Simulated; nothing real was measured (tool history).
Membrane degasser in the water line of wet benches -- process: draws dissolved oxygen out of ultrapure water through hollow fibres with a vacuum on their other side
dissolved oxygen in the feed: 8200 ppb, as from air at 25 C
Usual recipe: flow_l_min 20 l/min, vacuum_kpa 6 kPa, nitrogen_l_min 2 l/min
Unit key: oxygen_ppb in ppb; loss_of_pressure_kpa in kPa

run    hour  flow_l_min  vacuum_kpa  nitrogen_l_min  oxygen_ppb  loss_of_pressure_kpa
  1       0          20           6               2        69.1                  43.1
  2    56.4          16           6               2        54.5                 34.55
  3   121.9          16           6               2        55.8                 34.34
  4   219.4          16           6               2        53.6                 34.37
  5   301.4          20           6               2        68.7                 43.15
  6   387.6          20           6               2        68.7                 43.38
  7   479.2          20           6               2        68.7                 42.92
  8   549.2          20           6               2        68.8                 43.34
  9   647.9          20           6            1.27       103.1                 43.35
 10   746.6          19           6            1.27        98.3                 41.22
 11   803.7          19           6            1.27        99.9                 41.42
 12   882.7          20       12.82               2       225.8                 43.74
 13   932.6          20       12.82               2       229.3                  43.7
 14  1004.1          20       12.82               2       227.4                 43.95
 15  1105.6          20       12.82               2       224.8                 43.56
       1126  -- gauge calibrated
 16  1172.9          20       12.82               2       222.5                 42.77
 17  1230.2          20        9.42            1.14         243                 42.71
 18  1276.4          20        7.41            1.14       167.7                 42.99
 19  1331.3          20        7.41            1.14       166.4                 42.83
 20  1378.8          20        7.41            1.14       168.3                  42.8
 21  1443.3          32        6.17            2.54        99.3                 68.99
 22  1514.6          32        6.17            5.71        54.5                 68.72
 23  1561.8          32        6.17            5.71        54.7                 68.76
 24  1646.1          32        6.17            5.71        55.4                 69.08
 25  1704.3          32        6.17            5.71        54.9                 69.69
 26  1799.9          23       12.22            5.71        92.9                  50.2
 27  1859.7          15        3.97            0.94          29                 32.11
 28  1944.8          23       11.09            5.28        89.4                 49.88
 29  2049.2          14        3.68            1.23        13.8                 30.44
 30  2115.6          14        7.03            1.49        87.1                  30.4
 31  2191.1          14        3.87            3.32         8.1                 30.62
 32  2250.4          14       13.35            1.81       184.8                 30.44

Each row is a separate what-if for the run after 32, all from the same tool condition, not one after another. Results?
  A  2313.2          14       10.62            1.81           ?                     ?
  B  2313.2          14           6               2           ?                     ?
  C  2313.2          14       12.13            4.26           ?                     ?

run  oxygen_ppb  loss_of_pressure_kpa
  A       134.5                 30.59
  B          48                 30.56
  C        72.4                 30.94
Take away the tool's hidden state, keep each run's random variation, and the runs would have read:
run  oxygen_ppb  loss_of_pressure_kpa
  A       134.2                  29.8
  B        47.9                 29.77
  C        72.2                 30.16
